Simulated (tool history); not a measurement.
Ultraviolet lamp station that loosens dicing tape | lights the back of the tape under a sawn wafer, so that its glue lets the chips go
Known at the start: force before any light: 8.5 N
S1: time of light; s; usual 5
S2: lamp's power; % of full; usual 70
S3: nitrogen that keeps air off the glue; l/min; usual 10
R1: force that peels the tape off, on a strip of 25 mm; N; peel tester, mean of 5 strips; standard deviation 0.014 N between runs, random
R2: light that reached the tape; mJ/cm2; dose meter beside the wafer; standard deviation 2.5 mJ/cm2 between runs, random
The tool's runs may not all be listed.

run	hour	S1	S2	S3	R1	R2
1	0.0	5	70	10	0.996	238
2	31.2	5	70	10	1.094	234
3	46.2	5	70	10	1.068	234
4	61.8	5	70	10	1.087	233
5	93.3	5	70	12	0.981	227
6	114.5	5	70	9	1.210	223
7	139.6	5	70	10	1.172	221
8	155.0	5	94	10	0.685	291
9	185.5	5	94	10	0.689	285
10	204.8	5	94	10	0.684	283
11	235.3	5	94	10	0.730	279
12	250.4	5	94	10	0.739	277
# hour 268.4: window cleaned of glue's vapour
13	275.5	5	70	10	1.660	180
14	305.8	5	70	11	1.631	178
15	322.3	3	79	9	3.038	120
16	343.8	6	66	12	1.335	193
17	362.0	6	66	12	1.398	192
18	388.6	6	70	13	1.222	199
19	421.0	4	75	10	2.341	139
# hour 442.7: window cleaned of glue's vapour, once more
20	454.4	4	75	10	1.332	207
21	472.8	4	75	10	1.362	197
22	501.2	5	64	6	1.736	215
23	517.2	5	84	17	0.512	271
24	542.4	4	63	10	1.896	165
25	566.1	4	63	10	1.931	161

Run 26 comes next. What will it give?
26	590.7	4	63	10	?	?

Run 26 yielded R1 1.947 N, R2 162 mJ/cm2.
Were there no unlogged condition in the tool, this run, its random variation unchanged, would have produced R1 1.272 N, R2 212 mJ/cm2.
